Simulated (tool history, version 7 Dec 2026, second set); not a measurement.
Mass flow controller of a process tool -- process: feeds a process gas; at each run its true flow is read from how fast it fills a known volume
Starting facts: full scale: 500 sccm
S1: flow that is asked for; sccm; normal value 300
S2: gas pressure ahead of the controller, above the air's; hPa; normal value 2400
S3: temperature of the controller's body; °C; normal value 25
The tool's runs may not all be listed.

run 1 hour=0 | S1=300 S2=2400 S3=25 | true_flow_(%)=100.57
run 2 hour=349.3 | S1=300 S2=2400 S3=25 | true_flow_(%)=100.56
run 3 hour=635 | S1=410 S2=2400 S3=25 | true_flow_(%)=100.73
run 4 hour=869.3 | S1=410 S2=2400 S3=25 | true_flow_(%)=100.74
run 5 hour=1088.5 | S1=410 S2=2400 S3=25 | true_flow_(%)=100.87
run 6 hour=1426.3 | S1=300 S2=2400 S3=25 | true_flow_(%)=100.74
run 7 hour=1664.4 | S1=300 S2=2400 S3=25 | true_flow_(%)=100.79
run 8 hour=1954.3 | S1=300 S2=2400 S3=35 | true_flow_(%)=99.79
run 9 hour=2273.3 | S1=300 S2=2400 S3=35 | true_flow_(%)=99.82
run 10 hour=2619.9 | S1=300 S2=2400 S3=36 | true_flow_(%)=99.65
run 11 hour=2957.9 | S1=300 S2=2400 S3=36 | true_flow_(%)=99.74
run 12 hour=3166.8 | S1=300 S2=2400 S3=36 | true_flow_(%)=99.77
run 13 hour=3408.9 | S1=258 S2=2400 S3=25 | true_flow_(%)=101.04
run 14 hour=3598.9 | S1=190 S2=2400 S3=25 | true_flow_(%)=101.23
run 15 hour=3790 | S1=300 S2=1810 S3=25 | true_flow_(%)=100.7
run 16 hour=4174.1 | S1=300 S2=1600 S3=25 | true_flow_(%)=100.9
run 17 hour=4429.6 | S1=482 S2=1770 S3=24 | true_flow_(%)=101.06
run 18 hour=4819.4 | S1=482 S2=1530 S3=24 | true_flow_(%)=101.16

Forecast run 19:
run 19 hour=5092.1 | S1=482 S2=1530 S3=24 | true_flow_(%)=?

true flow (%): 101.17
Were there no unlogged condition in the tool, this run, its random variation unchanged, would have produced true flow (%) 99.94.

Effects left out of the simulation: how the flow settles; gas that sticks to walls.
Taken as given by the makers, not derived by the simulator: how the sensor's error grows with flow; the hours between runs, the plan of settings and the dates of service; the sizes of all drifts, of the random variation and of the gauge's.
